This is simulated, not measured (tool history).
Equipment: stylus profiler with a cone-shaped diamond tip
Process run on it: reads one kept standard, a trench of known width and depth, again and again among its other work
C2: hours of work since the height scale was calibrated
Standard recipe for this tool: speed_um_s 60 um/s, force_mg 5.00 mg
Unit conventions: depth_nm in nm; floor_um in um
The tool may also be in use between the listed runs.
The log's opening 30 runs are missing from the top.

run 31 hour=1375.1 | speed_um_s=22 force_mg=1.67 | scans_with_this_tip=9783 C2=1028 | depth_nm=1004.25 floor_um=44.97
run 32 hour=1403.5 | speed_um_s=175 force_mg=8.23 | scans_with_this_tip=9910 C2=1041 | depth_nm=1015.45 floor_um=44.70
run 33 hour=1434.9 | speed_um_s=175 force_mg=8.23 | scans_with_this_tip=10051 C2=1056 | depth_nm=1015.63 floor_um=44.72
run 34 hour=1464.8 | speed_um_s=95 force_mg=8.23 | scans_with_this_tip=10185 C2=1070 | depth_nm=1015.70 floor_um=44.86
run 35 hour=1512.3 | speed_um_s=95 force_mg=8.23 | scans_with_this_tip=10397 C2=1092 | depth_nm=1015.45 floor_um=44.85
run 36 hour=1545.6 | speed_um_s=88 force_mg=3.44 | scans_with_this_tip=10546 C2=1108 | depth_nm=1007.93 floor_um=44.82
run 37 hour=1605.3 | speed_um_s=87 force_mg=2.76 | scans_with_this_tip=10813 C2=1136 | depth_nm=1006.66 floor_um=44.70
run 38 hour=1636.8 | speed_um_s=169 force_mg=7.78 | scans_with_this_tip=10954 C2=1151 | depth_nm=1014.75 floor_um=44.66
run 39 hour=1692.1 | speed_um_s=60 force_mg=4.38 | scans_with_this_tip=11202 C2=1177 | depth_nm=1009.71 floor_um=44.81
run 40 hour=1745.0 | speed_um_s=61 force_mg=4.38 | scans_with_this_tip=11438 C2=1202 | depth_nm=1010.06 floor_um=44.85
run 41 hour=1789.8 | speed_um_s=46 force_mg=5.00 | scans_with_this_tip=11638 C2=1223 | depth_nm=1010.19 floor_um=44.86
run 42 hour=1838.8 | speed_um_s=40 force_mg=11.59 | scans_with_this_tip=11858 C2=1246 | depth_nm=1019.87 floor_um=44.85
run 43 hour=1875.5 | speed_um_s=40 force_mg=13.83 | scans_with_this_tip=12022 C2=1263 | depth_nm=1022.45 floor_um=44.84

Consider 5 possible next runs. They are alternatives, not a sequence: every one starts from the tool as it was left by run 43. What does each give?
run A hour=1921.0 | speed_um_s=142 force_mg=9.86 | scans_with_this_tip=12225 C2=1285 | depth_nm=? floor_um=?
run B hour=1921.0 | speed_um_s=132 force_mg=5.00 | scans_with_this_tip=12225 C2=1285 | depth_nm=? floor_um=?
run C hour=1921.0 | speed_um_s=60 force_mg=4.88 | scans_with_this_tip=12225 C2=1285 | depth_nm=? floor_um=?
run D hour=1921.0 | speed_um_s=30 force_mg=2.91 | scans_with_this_tip=12225 C2=1285 | depth_nm=? floor_um=?
run E hour=1921.0 | speed_um_s=69 force_mg=5.35 | scans_with_this_tip=12225 C2=1285 | depth_nm=? floor_um=?

run=A depth_nm=1017.57 floor_um=44.62
run=B depth_nm=1010.59 floor_um=44.60
run=C depth_nm=1010.12 floor_um=44.77
run=D depth_nm=1006.77 floor_um=44.83
run=E depth_nm=1010.94 floor_um=44.70
Without the tool's unlogged condition, the same runs would have read:
run=A depth_nm=1019.27 floor_um=45.71
run=B depth_nm=1012.27 floor_um=45.68
run=C depth_nm=1011.80 floor_um=45.86
run=D depth_nm=1008.45 floor_um=45.91
run=E depth_nm=1012.63 floor_um=45.79

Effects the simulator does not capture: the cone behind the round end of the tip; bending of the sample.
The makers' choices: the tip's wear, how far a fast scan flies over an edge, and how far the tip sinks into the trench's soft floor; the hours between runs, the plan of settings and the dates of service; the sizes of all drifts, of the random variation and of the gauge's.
